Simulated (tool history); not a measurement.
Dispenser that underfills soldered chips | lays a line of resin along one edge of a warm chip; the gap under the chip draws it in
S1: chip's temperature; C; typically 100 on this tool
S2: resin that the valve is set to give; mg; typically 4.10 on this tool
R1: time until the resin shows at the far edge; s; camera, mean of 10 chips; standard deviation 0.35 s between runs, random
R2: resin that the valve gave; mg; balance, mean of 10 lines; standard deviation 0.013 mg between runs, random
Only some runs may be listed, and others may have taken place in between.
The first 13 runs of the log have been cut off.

{"day": 6.308, "done": "new syringe of resin"}
{"run": 14, "day": 6.538, "S1": 96, "S2": 4.1, "R1": 26.7, "R2": 4.03}
{"day": 6.762, "done": "new syringe of resin"}
{"day": 7.188, "done": "new syringe of resin"}
{"run": 15, "day": 7.188, "S1": 97, "S2": 4.1, "R1": 20.2, "R2": 3.99}
{"day": 7.642, "done": "new syringe of resin"}
{"run": 16, "day": 7.692, "S1": 100, "S2": 3.75, "R1": 19.6, "R2": 3.64}
{"day": 8.083, "done": "new syringe of resin"}
{"run": 17, "day": 8.225, "S1": 100, "S2": 3.75, "R1": 21.2, "R2": 3.59}
{"day": 8.525, "done": "new syringe of resin"}
{"run": 18, "day": 8.8, "S1": 114, "S2": 5.15, "R1": 13.5, "R2": 4.92}
{"day": 8.967, "done": "new syringe of resin"}
{"day": 9.125, "done": "dispensing valve cleaned and set on the balance"}
{"run": 19, "day": 9.233, "S1": 114, "S2": 5.15, "R1": 12.8, "R2": 5.13}
{"day": 9.454, "done": "new syringe of resin"}
{"run": 20, "day": 9.742, "S1": 114, "S2": 5.15, "R1": 13.5, "R2": 5.09}
{"day": 9.896, "done": "new syringe of resin"}
{"day": 10.338, "done": "new syringe of resin"}
{"run": 21, "day": 10.379, "S1": 114, "S2": 5.15, "R1": 11.3, "R2": 5.11}
{"day": 10.792, "done": "new syringe of resin"}
{"run": 22, "day": 10.821, "S1": 93, "S2": 4.09, "R1": 25.1, "R2": 4.03}
{"day": 11.217, "done": "new syringe of resin"}
{"run": 23, "day": 11.408, "S1": 93, "S2": 4.09, "R1": 29.8, "R2": 4.0}
{"day": 11.658, "done": "new syringe of resin"}
{"run": 24, "day": 11.729, "S1": 100, "S2": 3.86, "R1": 20.0, "R2": 3.75}
{"day": 12.092, "done": "new syringe of resin"}
{"run": 25, "day": 12.271, "S1": 92, "S2": 3.76, "R1": 31.9, "R2": 3.61}
{"day": 12.542, "done": "new syringe of resin"}
{"run": 26, "day": 12.629, "S1": 106, "S2": 3.94, "R1": 15.8, "R2": 3.79}
{"day": 12.983, "done": "new syringe of resin"}
{"run": 27, "day": 13.283, "S1": 110, "S2": 4.1, "R1": 17.6, "R2": 3.93}
{"day": 13.429, "done": "new syringe of resin"}
{"day": 13.8, "done": "dispensing valve cleaned and set on the balance"}
{"day": 13.908, "done": "new syringe of resin"}
{"run": 28, "day": 13.908, "S1": 101, "S2": 4.27, "R1": 18.0, "R2": 4.25}
{"day": 14.371, "done": "new syringe of resin"}
{"run": 29, "day": 14.558, "S1": 105, "S2": 3.58, "R1": 19.1, "R2": 3.56}

What will run 30 give?
{"day": 14.825, "done": "new syringe of resin"}
{"run": 30, "day": 14.938, "S1": 92, "S2": 4.95, "R1": "?", "R2": "?"}

Run 30 yielded R1 27.7 s, R2 4.88 mg.
On a tool with no hidden condition, and with the same random variation, this run would have come out at R1 24.2 s, R2 4.96 mg.

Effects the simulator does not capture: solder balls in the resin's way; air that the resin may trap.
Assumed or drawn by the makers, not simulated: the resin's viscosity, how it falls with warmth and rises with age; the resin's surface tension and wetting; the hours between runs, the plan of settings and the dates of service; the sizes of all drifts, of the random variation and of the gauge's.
